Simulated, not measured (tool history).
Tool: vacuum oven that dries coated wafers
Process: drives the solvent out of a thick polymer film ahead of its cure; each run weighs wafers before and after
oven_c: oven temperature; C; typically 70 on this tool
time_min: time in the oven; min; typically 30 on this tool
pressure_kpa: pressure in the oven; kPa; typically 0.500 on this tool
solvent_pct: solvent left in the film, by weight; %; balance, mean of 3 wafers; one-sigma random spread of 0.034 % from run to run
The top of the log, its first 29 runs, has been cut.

| run | hour | oven_c | time_min | pressure_kpa | hours of work since the thermocouples were calibrated | hours of work since the vacuum gauge was cleaned of residue | solvent_pct |
|---|---|---|---|---|---|---|---|
| 30 | 949.2 | 70 | 24 | 1.322 | 108 | 964 | 3.41 |
| 31 | 990.2 | 70 | 30 | 1.952 | 130 | 986 | 2.63 |
| 32 | 1024.9 | 61 | 27 | 0.316 | 149 | 1005 | 4.93 |
| 33 | 1048.6 | 81 | 16 | 0.500 | 162 | 1018 | 2.65 |
| 34 | 1085.1 | 81 | 16 | 0.500 | 182 | 1037 | 2.59 |
| 35 | 1108.1 | 80 | 30 | 1.733 | 194 | 1050 | 0.90 |
| 36 | 1139.5 | 70 | 20 | 1.015 | 211 | 1067 | 4.24 |
| 37 | 1164.9 | 59 | 44 | 1.015 | 225 | 1081 | 3.31 |
| 38 | 1196.4 | 69 | 44 | 1.306 | 242 | 1098 | 1.34 |
| 39 | 1238.0 | 69 | 44 | 1.306 | 265 | 1120 | 1.35 |
| 40 | 1273.4 | 69 | 44 | 1.306 | 284 | 1140 | 1.35 |
| 41 | 1315.0 | 69 | 44 | 1.306 | 307 | 1162 | 1.38 |
| 42 | 1349.9 | 69 | 44 | 1.306 | 326 | 1181 | 1.34 |

Predict the results of run 43:
| 43 | 1395.3 | 69 | 44 | 1.306 | 350 | 1206 | ? |

Logged for run 43: solvent_pct 1.32 %.
Minus the tool's unlogged condition, the same run would have read solvent_pct 1.33 %.
